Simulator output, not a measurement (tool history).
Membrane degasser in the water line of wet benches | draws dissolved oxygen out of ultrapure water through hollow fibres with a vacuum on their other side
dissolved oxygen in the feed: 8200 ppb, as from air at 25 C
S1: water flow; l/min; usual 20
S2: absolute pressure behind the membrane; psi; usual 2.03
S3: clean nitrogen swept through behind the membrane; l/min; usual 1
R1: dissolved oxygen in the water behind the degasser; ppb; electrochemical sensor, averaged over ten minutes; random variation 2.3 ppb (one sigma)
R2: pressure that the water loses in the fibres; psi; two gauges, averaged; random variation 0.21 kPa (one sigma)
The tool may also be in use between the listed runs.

{"run": 1, "day": 0.0, "S1": 20, "S2": 2.03, "S3": 1, "R1": 492.8, "R2": 7.684}
{"run": 2, "day": 5.838, "S1": 20, "S2": 3.21, "S3": 1, "R1": 813.9, "R2": 7.681}
{"run": 3, "day": 12.146, "S1": 20, "S2": 3.21, "S3": 2.06, "R1": 448.9, "R2": 7.642}
{"run": 4, "day": 21.588, "S1": 20, "S2": 3.21, "S3": 2.06, "R1": 446.4, "R2": 7.671}
{"run": 5, "day": 28.029, "S1": 20, "S2": 2.03, "S3": 1, "R1": 493, "R2": 7.699}
{"run": 6, "day": 33.188, "S1": 20, "S2": 3.35, "S3": 1, "R1": 858.8, "R2": 7.717}
{"run": 7, "day": 42.892, "S1": 20, "S2": 3.35, "S3": 1, "R1": 848, "R2": 7.626}
{"run": 8, "day": 52.592, "S1": 20, "S2": 2.03, "S3": 0.84, "R1": 568.3, "R2": 7.641}
{"day": 55.638, "done": "vacuum gauge calibrated"}
{"run": 9, "day": 60.85, "S1": 20, "S2": 2.03, "S3": 0.84, "R1": 569, "R2": 7.677}
{"run": 10, "day": 68.6, "S1": 20, "S2": 2.03, "S3": 1, "R1": 498.2, "R2": 7.697}
{"run": 11, "day": 78.508, "S1": 20, "S2": 2.03, "S3": 1, "R1": 501.9, "R2": 7.754}
{"run": 12, "day": 85.842, "S1": 20, "S2": 2.03, "S3": 1, "R1": 504, "R2": 7.744}
{"day": 88.796, "done": "seals of the vacuum lines changed"}
{"run": 13, "day": 95.875, "S1": 20, "S2": 2.03, "S3": 1.29, "R1": 401.6, "R2": 7.681}
{"day": 101.142, "done": "vacuum gauge calibrated, once more"}
{"run": 14, "day": 106.175, "S1": 20, "S2": 2.03, "S3": 1.29, "R1": 390.2, "R2": 7.731}
{"run": 15, "day": 112.738, "S1": 20, "S2": 2.03, "S3": 1.29, "R1": 393.6, "R2": 7.717}
{"run": 16, "day": 122.317, "S1": 20, "S2": 2.03, "S3": 1.29, "R1": 391.3, "R2": 7.706}
{"run": 17, "day": 129.538, "S1": 20, "S2": 2.03, "S3": 1.29, "R1": 392.9, "R2": 7.722}
{"run": 18, "day": 133.962, "S1": 12, "S2": 1.38, "S3": 0.97, "R1": 180.8, "R2": 4.633}
{"run": 19, "day": 138.725, "S1": 22, "S2": 1.74, "S3": 1.15, "R1": 400.8, "R2": 8.485}
{"run": 20, "day": 147.196, "S1": 22, "S2": 1.74, "S3": 1.15, "R1": 396.9, "R2": 8.573}
{"run": 21, "day": 152.267, "S1": 15, "S2": 2.03, "S3": 1, "R1": 364, "R2": 5.791}
{"run": 22, "day": 159.7, "S1": 15, "S2": 2.03, "S3": 1, "R1": 367.7, "R2": 5.754}
{"run": 23, "day": 167.65, "S1": 15, "S2": 1.31, "S3": 1.24, "R1": 170.4, "R2": 5.786}
{"run": 24, "day": 177.833, "S1": 15, "S2": 2.2, "S3": 0.82, "R1": 480.8, "R2": 5.831}
{"run": 25, "day": 185.346, "S1": 26, "S2": 4.83, "S3": 0.79, "R1": 1754.5, "R2": 10.074}
{"run": 26, "day": 196.158, "S1": 26, "S2": 4.83, "S3": 0.79, "R1": 1760.8, "R2": 10.1}
{"run": 27, "day": 202.525, "S1": 26, "S2": 4.83, "S3": 0.79, "R1": 1747.5, "R2": 10.057}
{"run": 28, "day": 209.492, "S1": 20, "S2": 1.77, "S3": 0.54, "R1": 670.2, "R2": 7.804}
{"run": 29, "day": 216.854, "S1": 17, "S2": 1.54, "S3": 0.82, "R1": 345, "R2": 6.617}
{"run": 30, "day": 223.579, "S1": 21, "S2": 3.03, "S3": 1, "R1": 797.2, "R2": 8.126}
{"run": 31, "day": 234.392, "S1": 22, "S2": 4.84, "S3": 0.86, "R1": 1446.4, "R2": 8.537}
{"run": 32, "day": 244.958, "S1": 22, "S2": 4.84, "S3": 0.86, "R1": 1459.1, "R2": 8.52}
{"run": 33, "day": 249.692, "S1": 22, "S2": 4.84, "S3": 0.86, "R1": 1454.3, "R2": 8.554}

Forecast each of these 3 alternatives for the next run:
{"day": 253.308, "done": "vacuum gauge calibrated"}
{"run": "A", "day": 257.562, "S1": 22, "S2": 4.84, "S3": 2.43, "R1": "?", "R2": "?"}
{"day": 253.308, "done": "vacuum gauge calibrated"}
{"run": "B", "day": 257.562, "S1": 17, "S2": 2.03, "S3": 2.27, "R1": "?", "R2": "?"}
{"day": 253.308, "done": "vacuum gauge calibrated"}
{"run": "C", "day": 257.562, "S1": 22, "S2": 4.84, "S3": 0.86, "R1": "?", "R2": "?"}

run=A R1=640.9 R2=8.589
run=B R1=205 R2=6.617
run=C R1=1452.6 R2=8.62
Without the tool's hidden state the same runs would have given:
run=A R1=626.1 R2=8.199
run=B R1=199.1 R2=6.316
run=C R1=1436.6 R2=8.229

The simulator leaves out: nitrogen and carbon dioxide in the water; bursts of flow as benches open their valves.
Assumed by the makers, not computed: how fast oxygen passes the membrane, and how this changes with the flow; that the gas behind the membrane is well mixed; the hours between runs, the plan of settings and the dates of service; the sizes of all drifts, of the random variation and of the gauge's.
